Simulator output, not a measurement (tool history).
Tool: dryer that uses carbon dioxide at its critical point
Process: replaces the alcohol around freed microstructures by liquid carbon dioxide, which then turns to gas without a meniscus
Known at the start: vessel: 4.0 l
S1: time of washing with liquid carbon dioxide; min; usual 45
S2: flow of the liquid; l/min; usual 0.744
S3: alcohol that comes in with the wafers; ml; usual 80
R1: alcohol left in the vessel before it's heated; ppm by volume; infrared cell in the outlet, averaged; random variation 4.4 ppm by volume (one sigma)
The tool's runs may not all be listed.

| run | hour | S1 | S2 | S3 | R1 |
|---|---|---|---|---|---|
| 1 | 0 | 45 | 0.744 | 80 | 37 |
| 2 | 10.3 | 45 | 0.744 | 80 | 33 |
| 3 | 23.7 | 45 | 0.744 | 80 | 39 |
| 4 | 37.7 | 45 | 0.549 | 80 | 107 |
| 5 | 47.4 | 45 | 0.711 | 80 | 38 |
| 6 | 63.9 | 51 | 0.711 | 80 | 33 |
| 7 | 79.6 | 35 | 0.531 | 22 | 119 |
| 8 | 95.7 | 29 | 0.496 | 35 | 413 |
| 9 | 103.9 | 62 | 0.875 | 26 | 21 |

Forecast run 10:
| 10 | 115.6 | 45 | 0.891 | 28 | ? |

Run 10 gave R1 24 ppm by volume.
Without the tool's hidden state the same run would have given R1 4 ppm by volume.

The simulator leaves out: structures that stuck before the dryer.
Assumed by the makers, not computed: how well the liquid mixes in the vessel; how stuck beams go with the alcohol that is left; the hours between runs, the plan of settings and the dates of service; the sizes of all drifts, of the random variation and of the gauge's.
